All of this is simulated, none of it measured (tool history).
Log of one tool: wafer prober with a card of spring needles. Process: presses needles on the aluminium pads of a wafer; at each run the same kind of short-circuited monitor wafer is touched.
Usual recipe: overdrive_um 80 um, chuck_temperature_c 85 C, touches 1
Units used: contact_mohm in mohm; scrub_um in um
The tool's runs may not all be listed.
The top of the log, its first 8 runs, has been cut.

run,hour,overdrive_um,chuck_temperature_c,touches,contact_mohm,scrub_um
# hour 69: tips cleaned on abrasive film
9,74.7,80,46,1,202,10.23
# hour 78.9: tips cleaned on abrasive film
10,84.4,80,46,1,197,10.21
# hour 88.5: tips cleaned on abrasive film
11,91.1,80,85,1,208,10.21
# hour 98.1: tips cleaned on abrasive film
12,104,80,85,1,210,10.2
# hour 108: tips cleaned on abrasive film
# hour 118.3: tips cleaned on abrasive film
13,118.3,80,85,1,210,10.2
# hour 120.4: height of the first contact set anew
# hour 128: tips cleaned on abrasive film
14,130.4,80,85,1,207,10.17
# hour 137.4: tips cleaned on abrasive film
15,144.3,80,61,1,203,10.16
# hour 147.6: tips cleaned on abrasive film
16,150.6,80,61,1,204,10.17
# hour 157: tips cleaned on abrasive film
17,159.3,80,61,1,201,10.17
# hour 167: tips cleaned on abrasive film
18,169.5,80,61,1,204,10.16
19,175.5,80,33,2,200,10.16
# hour 176.8: tips cleaned on abrasive film
# hour 187: tips cleaned on abrasive film
20,187.1,80,48,3,200,10.15
# hour 196.6: tips cleaned on abrasive film
21,199.6,80,85,1,210,10.14
# hour 206: tips cleaned on abrasive film
22,212.6,61,85,2,215,7.73
# hour 215.5: tips cleaned on abrasive film
# hour 225.7: tips cleaned on abrasive film
23,225.8,90,85,2,210,11.38
# hour 235.6: tips cleaned on abrasive film
24,237.8,70,68,2,208,8.84
# hour 245: tips cleaned on abrasive film
25,250.7,70,68,2,208,8.85
# hour 255: tips cleaned on abrasive film
26,257.5,86,45,1,203,10.87
# hour 264.8: tips cleaned on abrasive film
27,266,96,45,2,202,12.11
28,271.9,80,31,1,197,10.08
# hour 274.6: tips cleaned on abrasive film
# hour 284.1: tips cleaned on abrasive film
29,284.1,80,29,2,197,10.09
30,292.8,80,47,1,206,10.09
# hour 293.7: tips cleaned on abrasive film
# hour 294.9: height of the first contact set anew
31,302.6,96,70,2,208,12.08
# hour 303.9: tips cleaned on abrasive film
# hour 314.2: tips cleaned on abrasive film
32,314.3,96,70,3,204,12.08

What if the next run were any one of these 3? Each begins from the tool's condition after run 32:
A,320.6,90,85,2,?,?
B,320.6,80,36,2,?,?
C,320.6,96,70,3,?,?

run,contact_mohm,scrub_um
A,209,11.31
B,200,10.05
C,206,12.06
With no hidden state in the tool, these same runs would have given:
run,contact_mohm,scrub_um
A,209,11.56
B,200,10.27
C,206,12.32
